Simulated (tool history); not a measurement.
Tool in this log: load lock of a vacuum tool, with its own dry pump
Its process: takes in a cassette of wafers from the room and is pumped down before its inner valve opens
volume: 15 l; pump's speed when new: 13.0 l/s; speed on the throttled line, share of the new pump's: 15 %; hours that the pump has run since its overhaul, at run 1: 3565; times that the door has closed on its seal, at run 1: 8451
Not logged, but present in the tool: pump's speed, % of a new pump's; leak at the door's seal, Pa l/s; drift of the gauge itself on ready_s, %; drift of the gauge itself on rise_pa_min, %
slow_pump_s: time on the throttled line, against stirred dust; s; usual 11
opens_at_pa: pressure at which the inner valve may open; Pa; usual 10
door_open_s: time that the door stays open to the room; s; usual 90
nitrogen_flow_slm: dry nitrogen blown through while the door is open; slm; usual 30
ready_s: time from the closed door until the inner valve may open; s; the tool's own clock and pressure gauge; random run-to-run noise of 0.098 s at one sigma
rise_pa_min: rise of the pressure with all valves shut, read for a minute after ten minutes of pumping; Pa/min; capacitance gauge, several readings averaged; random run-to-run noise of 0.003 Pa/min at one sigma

run	hour	slow_pump_s	opens_at_pa	door_open_s	nitrogen_flow_slm	hours that the pump has run since its overhaul	times that the door has closed on its seal	incoming humidity of the room's air, %	ready_s	rise_pa_min
1	0.0	11	10	90	30	3565	8451	46.9	20.29	0.057
2	194.4	11	10	90	22	3759	9026	49.3	20.38	0.074
3	453.5	11	10	90	22	4018	9792	38.6	20.33	0.070
4	755.7	11	10	90	30	4321	10685	43.7	20.28	0.068
5	952.4	11	10	90	30	4517	11266	43.3	20.27	0.070
6	1190.5	11	10	90	30	4755	11970	46.7	20.46	0.078
7	1378.7	11	10	90	30	4944	12526	48.3	20.40	0.085
8	1646.9	11	10	90	29	5212	13319	44.7	20.44	0.082
9	1907.3	11	10	90	30	5472	14088	44.3	20.49	0.083
10	2102.3	8	10	90	30	5667	14665	46.1	17.90	0.088
11	2233.9	8	10	90	34	5799	15054	47.4	17.93	0.085
12	2438.8	11	10	90	30	6004	15659	44.8	20.33	0.095
13	2571.1	9	10	90	30	6136	16050	44.7	18.63	0.098
14	2870.0	9	10	90	30	6435	16934	42.6	18.70	0.094
15	3005.6	9	10	90	30	6570	17334	45.7	18.84	0.103
16	3175.8	9	10	90	30	6741	17837	47.0	18.65	0.110
17	3481.2	9	10	90	30	7046	18740	43.0	18.79	0.109
18	3694.8	11	10	90	30	7260	19371	44.9	20.50	0.107
19	3848.7	21	10	90	31	7414	19826	46.0	28.97	0.114
20	4064.8	11	13	66	6	7630	20465	46.9	20.04	0.136
21	4296.4	12	16	156	38	7861	21149	45.9	20.76	0.130
22	4480.0	11	16	49	30	8045	21692	46.8	20.03	0.123
23	4686.7	11	16	49	30	8252	22303	45.4	20.07	0.128
24	4996.7	7	7	70	30	8561	23219	45.6	17.42	0.133
25	5148.4	7	7	70	30	8713	23667	48.1	17.84	0.128
26	5393.5	7	7	70	30	8958	24391	42.2	17.81	0.137
27	5711.8	8	12	68	30	9277	25332	44.9	17.84	0.146
28	5883.9	15	12	161	30	9449	25841	46.9	23.66	0.157
29	6195.0	15	12	161	30	9760	26760	46.3	23.76	0.175
30	6511.8	11	10	31	15	10077	27696	46.7	20.71	0.158
31	6792.7	11	10	31	15	10357	28527	44.7	20.71	0.167
32	6927.6	8	17	90	30	10492	28926	48.2	17.33	0.176
33	7229.3	11	18	97	30	10794	29817	46.4	20.04	0.182
34	7430.2	11	10	71	24	10995	30411	46.6	20.66	0.187
35	7591.8	11	9	107	6	11157	30888	43.3	20.81	0.217
36	7829.3	11	7	111	30	11394	31590	47.8	21.10	0.204

How would selected steps in ready_s from run to run divide? Give the signed amount a tool lacking its hidden state would still show from settings, what came in and random variation, and the signed amount left for the hidden state, including any gauge scatter that is not in both of the compared results.
Run 18 -> 19: slow_pump_s 11 -> 21, nitrogen_flow_slm 30 -> 31. ready_s +8.47 s: hidden state -0.06, all else +8.53.
Run 19 -> 20: slow_pump_s 21 -> 11, opens_at_pa 10 -> 13, door_open_s 90 -> 66, nitrogen_flow_slm 31 -> 6. ready_s -8.93 s: hidden state +0.06, all else -8.99.
Run 23 -> 24: slow_pump_s 11 -> 7, opens_at_pa 16 -> 7, door_open_s 49 -> 70. ready_s -2.65 s: hidden state +0.08, all else -2.73.
Run 27 -> 28: slow_pump_s 8 -> 15, door_open_s 68 -> 161. ready_s +5.82 s: hidden state -0.05, all else +5.87.
Run 29 -> 30: slow_pump_s 15 -> 11, opens_at_pa 12 -> 10, door_open_s 161 -> 31, nitrogen_flow_slm 30 -> 15. ready_s -3.05 s: hidden state +0.07, all else -3.12.
